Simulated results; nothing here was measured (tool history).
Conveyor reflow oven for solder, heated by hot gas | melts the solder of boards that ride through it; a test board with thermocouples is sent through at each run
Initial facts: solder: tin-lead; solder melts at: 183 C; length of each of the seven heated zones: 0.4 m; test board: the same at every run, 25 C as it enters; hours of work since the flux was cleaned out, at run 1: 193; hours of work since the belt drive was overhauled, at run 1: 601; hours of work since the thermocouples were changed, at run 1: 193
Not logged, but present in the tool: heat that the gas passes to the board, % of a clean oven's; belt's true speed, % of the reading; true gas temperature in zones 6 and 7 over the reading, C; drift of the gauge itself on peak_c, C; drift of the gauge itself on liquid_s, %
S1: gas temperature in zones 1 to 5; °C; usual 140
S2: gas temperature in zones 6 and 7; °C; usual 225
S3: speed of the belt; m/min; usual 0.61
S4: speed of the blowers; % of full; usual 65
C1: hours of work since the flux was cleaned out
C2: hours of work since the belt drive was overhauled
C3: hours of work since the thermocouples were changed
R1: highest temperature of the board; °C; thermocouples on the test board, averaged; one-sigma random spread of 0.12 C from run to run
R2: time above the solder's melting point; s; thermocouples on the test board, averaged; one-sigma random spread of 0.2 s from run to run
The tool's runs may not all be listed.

run	hour	S1	S2	S3	S4	C1	C2	C3	R1	R2
1	0	140	225	0.61	65	193	601	193	207.5	50.6
2	18.5	140	225	0.61	65	202	610	202	207.3	50.5
3	37.6	140	225	0.61	58	212	619	212	204.9	47.3
4	54.6	140	225	0.61	58	220	627	220	205.1	47.2
5	69.2	140	225	0.61	58	227	634	227	204.9	47.4
6	77.5	140	225	0.61	58	231	638	231	204.9	47.1
7	86.9	140	225	0.61	58	235	643	235	204.9	47.2
# hour 104: flux residue cleaned out of gas plates and filters
8	111.6	140	225	0.61	63	4	653	245	208.4	52.2
9	121.1	140	225	0.61	63	8	657	249	208.4	52.3
# hour 126.8: belt drive overhauled, speed set with a stopwatch
10	143.4	140	225	0.61	63	17	8	258	208.5	52.8
11	159.1	140	225	0.61	63	25	16	266	208.4	52.7
# hour 171.6: belt drive overhauled, speed set with a stopwatch, once more
12	177.1	140	225	0.61	65	31	3	273	208.3	50.6
13	196.6	140	225	0.61	65	41	12	282	208.1	50.7
14	212.3	152	225	0.61	65	48	20	290	210.5	58.5
15	221.7	152	225	0.61	65	53	24	294	210.5	58.5
16	231.4	152	216	0.612	76	58	29	299	204.9	54.1
17	248.2	127	221	0.553	79	66	37	307	208.4	54.1
18	262.3	132	221	0.653	65	73	44	314	200.7	35.8
19	270.5	137	238	0.542	60	77	48	318	220.7	68.6
20	283	137	238	0.542	60	83	54	324	220.6	68.9
21	291.9	137	238	0.5	68	87	58	328	225.1	79.2
22	301.6	137	238	0.649	55	92	63	333	211.9	48.5
23	311.7	137	238	0.649	55	96	68	338	211.8	48.8
24	331.4	137	238	0.649	55	106	77	347	211.6	48.5
25	339.8	139	225	0.61	65	110	81	351	207.5	49.8
26	356.8	139	225	0.61	65	118	89	359	207.5	49.5
27	376.1	139	238	0.61	65	127	99	369	218.1	59.5
28	385.5	140	225	0.589	74	132	103	373	210.7	56.7
29	399	140	225	0.666	57	139	110	380	201.9	38.2
30	409.3	141	225	0.666	57	143	115	385	202	38.2

Difference, measured minus no-hidden-state, one row per run. Run-to-run variation is common to both terms; the gauge's own scatter need not be:
run	R1	R2
1	-1.1	-0.7
2	-1.2	-0.8
3	-1.2	-0.9
4	-1.2	-1
5	-1.3	-1
6	-1.2	-1
7	-1.2	-1.1
8	+0.4	+1.5
9	+0.4	+1.4
10	+0.6	+2.2
11	+0.6	+2.3
12	-0.4	-0.5
13	-0.4	-0.6
14	-0.4	-0.5
15	-0.4	-0.5
16	-0.4	-0.7
17	-0.6	-0.8
18	-0.6	-1
19	-0.6	-0.5
20	-0.6	-0.6
21	-0.6	-0.4
22	-0.7	-0.9
23	-0.8	-0.9
24	-0.9	-0.9
25	-0.8	-1.1
26	-0.8	-1.1
27	-1	-0.8
28	-0.9	-1.1
29	-1	-1.5
30	-1.1	-1.4

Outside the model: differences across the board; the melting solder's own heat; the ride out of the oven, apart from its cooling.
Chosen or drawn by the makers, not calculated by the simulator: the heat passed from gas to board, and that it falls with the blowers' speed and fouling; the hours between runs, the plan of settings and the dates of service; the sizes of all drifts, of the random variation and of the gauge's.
